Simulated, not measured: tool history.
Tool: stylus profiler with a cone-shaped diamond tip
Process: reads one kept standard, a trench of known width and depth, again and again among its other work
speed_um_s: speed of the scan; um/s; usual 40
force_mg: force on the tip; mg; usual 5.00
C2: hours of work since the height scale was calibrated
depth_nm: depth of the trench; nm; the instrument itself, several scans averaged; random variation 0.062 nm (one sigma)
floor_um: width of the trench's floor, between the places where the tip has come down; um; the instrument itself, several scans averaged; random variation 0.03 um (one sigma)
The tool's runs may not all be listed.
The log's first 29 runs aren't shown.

Run 30, hour 1930.5: usual settings but speed_um_s 142 um/s, force_mg 2.16 mg; scans with this tip 11544; C2 423. Result: depth_nm 101.28 nm, floor_um 27.14 um.
Run 31, hour 2027.8: usual settings but speed_um_s 142 um/s, force_mg 2.16 mg; scans with this tip 11765; C2 468. Result: depth_nm 101.23 nm, floor_um 27.15 um.
Run 32, hour 2074.9: usual settings but speed_um_s 111 um/s, force_mg 3.62 mg; scans with this tip 11872; C2 490. Result: depth_nm 101.70 nm, floor_um 27.30 um.
Run 33, hour 2130.7: usual settings but speed_um_s 85 um/s, force_mg 2.09 mg; scans with this tip 11999; C2 516. Result: depth_nm 101.23 nm, floor_um 27.38 um.
Run 34, hour 2229.6: usual settings but speed_um_s 12 um/s, force_mg 14.09 mg; scans with this tip 12224; C2 562. Result: depth_nm 104.00 nm, floor_um 27.57 um.
Run 35, hour 2310.0: usual settings but speed_um_s 52 um/s, force_mg 5.76 mg; scans with this tip 12406; C2 599. Result: depth_nm 102.28 nm, floor_um 27.47 um.
Run 36, hour 2381.3: usual settings but speed_um_s 65 um/s, force_mg 4.90 mg; scans with this tip 12568; C2 632. Result: depth_nm 102.15 nm, floor_um 27.46 um.
Run 37, hour 2468.7: usual settings but speed_um_s 131 um/s, force_mg 3.21 mg; scans with this tip 12767; C2 673. Result: depth_nm 101.70 nm, floor_um 27.26 um.

Forecast each of these 3 alternatives for the next run:
Run A, hour 2530.7: usual settings but speed_um_s 73 um/s, force_mg 3.95 mg; scans with this tip 12908; C2 702. Result: depth_nm ?, floor_um ?.
Run B, hour 2530.7: usual settings but speed_um_s 123 um/s, force_mg 9.73 mg; scans with this tip 12908; C2 702. Result: depth_nm ?, floor_um ?.
Run C, hour 2530.7: usual settings but speed_um_s 16 um/s, force_mg 3.83 mg; scans with this tip 12908; C2 702. Result: depth_nm ?, floor_um ?.

run  depth_nm  floor_um
  A    101.78     27.36
  B    103.25     27.40
  C    101.78     27.54
Without the tool's hidden state the same runs would have given:
run  depth_nm  floor_um
  A    101.47     27.76
  B    102.93     27.81
  C    101.47     27.94

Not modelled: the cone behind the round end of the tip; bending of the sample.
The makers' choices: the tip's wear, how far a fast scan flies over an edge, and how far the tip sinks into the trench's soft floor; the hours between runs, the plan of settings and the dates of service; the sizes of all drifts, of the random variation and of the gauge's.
